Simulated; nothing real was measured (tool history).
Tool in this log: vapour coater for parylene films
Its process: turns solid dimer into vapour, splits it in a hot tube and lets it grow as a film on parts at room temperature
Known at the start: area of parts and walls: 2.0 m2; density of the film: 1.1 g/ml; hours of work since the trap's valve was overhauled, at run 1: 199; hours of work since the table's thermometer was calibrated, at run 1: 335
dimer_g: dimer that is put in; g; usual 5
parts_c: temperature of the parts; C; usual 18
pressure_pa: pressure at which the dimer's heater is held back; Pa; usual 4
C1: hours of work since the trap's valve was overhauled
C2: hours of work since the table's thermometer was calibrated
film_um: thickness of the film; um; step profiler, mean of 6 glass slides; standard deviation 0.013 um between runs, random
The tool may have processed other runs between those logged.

{"run": 1, "hour": 0.0, "dimer_g": 5, "parts_c": 18, "pressure_pa": 4, "C1": 199, "C2": 335, "film_um": 1.06}
{"run": 2, "hour": 13.8, "dimer_g": 5, "parts_c": 18, "pressure_pa": 4, "C1": 210, "C2": 347, "film_um": 1.06}
{"run": 3, "hour": 43.1, "dimer_g": 4, "parts_c": 18, "pressure_pa": 4, "C1": 235, "C2": 371, "film_um": 0.8}
{"run": 4, "hour": 73.1, "dimer_g": 4, "parts_c": 18, "pressure_pa": 4, "C1": 260, "C2": 396, "film_um": 0.84}
{"run": 5, "hour": 90.9, "dimer_g": 5, "parts_c": 18, "pressure_pa": 4, "C1": 275, "C2": 411, "film_um": 1.04}
{"run": 6, "hour": 106.7, "dimer_g": 4, "parts_c": 18, "pressure_pa": 4, "C1": 288, "C2": 425, "film_um": 0.84}
{"run": 7, "hour": 137.0, "dimer_g": 5, "parts_c": 18, "pressure_pa": 2.44, "C1": 314, "C2": 450, "film_um": 1.07}
{"run": 8, "hour": 152.8, "dimer_g": 5, "parts_c": 29, "pressure_pa": 4, "C1": 327, "C2": 463, "film_um": 0.64}
{"run": 9, "hour": 175.1, "dimer_g": 5, "parts_c": 29, "pressure_pa": 4, "C1": 346, "C2": 482, "film_um": 0.64}
{"hour": 184.2, "done": "trap's valve overhauled"}
{"run": 10, "hour": 203.5, "dimer_g": 5, "parts_c": 29, "pressure_pa": 4, "C1": 16, "C2": 502, "film_um": 0.66}
{"run": 11, "hour": 234.5, "dimer_g": 5, "parts_c": 29, "pressure_pa": 4.76, "C1": 42, "C2": 528, "film_um": 0.64}
{"run": 12, "hour": 248.5, "dimer_g": 5, "parts_c": 18, "pressure_pa": 4, "C1": 54, "C2": 540, "film_um": 1.04}
{"run": 13, "hour": 270.8, "dimer_g": 5, "parts_c": 18, "pressure_pa": 4, "C1": 73, "C2": 559, "film_um": 1.06}
{"run": 14, "hour": 295.8, "dimer_g": 5, "parts_c": 18, "pressure_pa": 4, "C1": 94, "C2": 580, "film_um": 1.05}
{"run": 15, "hour": 313.9, "dimer_g": 5, "parts_c": 18, "pressure_pa": 4, "C1": 109, "C2": 595, "film_um": 1.04}
{"run": 16, "hour": 343.4, "dimer_g": 2, "parts_c": 18, "pressure_pa": 4, "C1": 134, "C2": 620, "film_um": 0.42}
{"run": 17, "hour": 361.0, "dimer_g": 2, "parts_c": 18, "pressure_pa": 4, "C1": 148, "C2": 635, "film_um": 0.43}
{"run": 18, "hour": 382.2, "dimer_g": 2, "parts_c": 18, "pressure_pa": 4, "C1": 166, "C2": 652, "film_um": 0.42}
{"run": 19, "hour": 406.0, "dimer_g": 2, "parts_c": 18, "pressure_pa": 4, "C1": 186, "C2": 672, "film_um": 0.42}
{"run": 20, "hour": 425.9, "dimer_g": 2, "parts_c": 10, "pressure_pa": 4, "C1": 203, "C2": 689, "film_um": 0.59}
{"run": 21, "hour": 447.1, "dimer_g": 5, "parts_c": 18, "pressure_pa": 3.63, "C1": 221, "C2": 707, "film_um": 1.06}
{"run": 22, "hour": 472.8, "dimer_g": 5, "parts_c": 18, "pressure_pa": 3.63, "C1": 242, "C2": 729, "film_um": 1.05}
{"run": 23, "hour": 495.4, "dimer_g": 5, "parts_c": 18, "pressure_pa": 3.11, "C1": 261, "C2": 748, "film_um": 1.06}
{"run": 24, "hour": 510.2, "dimer_g": 5, "parts_c": 18, "pressure_pa": 3.11, "C1": 274, "C2": 760, "film_um": 1.08}
{"run": 25, "hour": 528.8, "dimer_g": 8, "parts_c": 28, "pressure_pa": 5.69, "C1": 289, "C2": 776, "film_um": 1.02}
{"run": 26, "hour": 554.6, "dimer_g": 8, "parts_c": 28, "pressure_pa": 5.69, "C1": 311, "C2": 797, "film_um": 1.03}
{"run": 27, "hour": 579.2, "dimer_g": 9, "parts_c": 28, "pressure_pa": 5.69, "C1": 332, "C2": 818, "film_um": 1.15}
{"run": 28, "hour": 599.2, "dimer_g": 6, "parts_c": 13, "pressure_pa": 10.62, "C1": 348, "C2": 835, "film_um": 1.45}
{"hour": 605.7, "done": "trap's valve overhauled"}
{"run": 29, "hour": 619.8, "dimer_g": 3, "parts_c": 21, "pressure_pa": 2.25, "C1": 12, "C2": 849, "film_um": 0.59}
{"run": 30, "hour": 646.0, "dimer_g": 5, "parts_c": 18, "pressure_pa": 4, "C1": 34, "C2": 871, "film_um": 1.04}
{"run": 31, "hour": 666.7, "dimer_g": 8, "parts_c": 16, "pressure_pa": 4.22, "C1": 51, "C2": 888, "film_um": 1.82}
{"run": 32, "hour": 686.0, "dimer_g": 8, "parts_c": 16, "pressure_pa": 4.22, "C1": 67, "C2": 904, "film_um": 1.83}
{"run": 33, "hour": 715.2, "dimer_g": 9, "parts_c": 13, "pressure_pa": 7.71, "C1": 92, "C2": 929, "film_um": 2.2}
{"run": 34, "hour": 728.7, "dimer_g": 8, "parts_c": 10, "pressure_pa": 2.47, "C1": 103, "C2": 940, "film_um": 2.49}
{"run": 35, "hour": 760.2, "dimer_g": 8, "parts_c": 10, "pressure_pa": 2.47, "C1": 130, "C2": 966, "film_um": 2.47}
{"run": 36, "hour": 777.7, "dimer_g": 5, "parts_c": 17, "pressure_pa": 4.49, "C1": 144, "C2": 981, "film_um": 1.07}
{"run": 37, "hour": 808.8, "dimer_g": 3, "parts_c": 17, "pressure_pa": 2.58, "C1": 170, "C2": 1007, "film_um": 0.65}
{"run": 38, "hour": 834.1, "dimer_g": 8, "parts_c": 20, "pressure_pa": 7.9, "C1": 192, "C2": 1028, "film_um": 1.41}
{"run": 39, "hour": 848.6, "dimer_g": 5, "parts_c": 24, "pressure_pa": 6.52, "C1": 204, "C2": 1041, "film_um": 0.74}
{"run": 40, "hour": 870.7, "dimer_g": 5, "parts_c": 24, "pressure_pa": 6.52, "C1": 222, "C2": 1059, "film_um": 0.76}
{"run": 41, "hour": 888.9, "dimer_g": 2, "parts_c": 12, "pressure_pa": 3.77, "C1": 238, "C2": 1074, "film_um": 0.54}
{"run": 42, "hour": 917.5, "dimer_g": 4, "parts_c": 26, "pressure_pa": 7.69, "C1": 262, "C2": 1098, "film_um": 0.56}
{"run": 43, "hour": 930.5, "dimer_g": 6, "parts_c": 18, "pressure_pa": 8.5, "C1": 273, "C2": 1109, "film_um": 1.14}
{"run": 44, "hour": 960.0, "dimer_g": 2, "parts_c": 11, "pressure_pa": 6.62, "C1": 297, "C2": 1134, "film_um": 0.53}
{"run": 45, "hour": 974.8, "dimer_g": 2, "parts_c": 11, "pressure_pa": 4.82, "C1": 310, "C2": 1147, "film_um": 0.55}
{"run": 46, "hour": 1002.3, "dimer_g": 5, "parts_c": 28, "pressure_pa": 4, "C1": 333, "C2": 1170, "film_um": 0.67}
{"run": 47, "hour": 1017.3, "dimer_g": 4, "parts_c": 17, "pressure_pa": 7.82, "C1": 345, "C2": 1182, "film_um": 0.82}

For each entry between runs, how does the tool's hidden state at the last listed run before it compare with that at the first listed run after it?
Run 9 -> run 10: trap's valve overhauled (hour 184.2)
  vapour lost through the trap's worn valve, %: 0.3 -> 0
Run 28 -> run 29: trap's valve overhauled (hour 605.7)
  vapour lost through the trap's worn valve, %: 0.3 -> 0

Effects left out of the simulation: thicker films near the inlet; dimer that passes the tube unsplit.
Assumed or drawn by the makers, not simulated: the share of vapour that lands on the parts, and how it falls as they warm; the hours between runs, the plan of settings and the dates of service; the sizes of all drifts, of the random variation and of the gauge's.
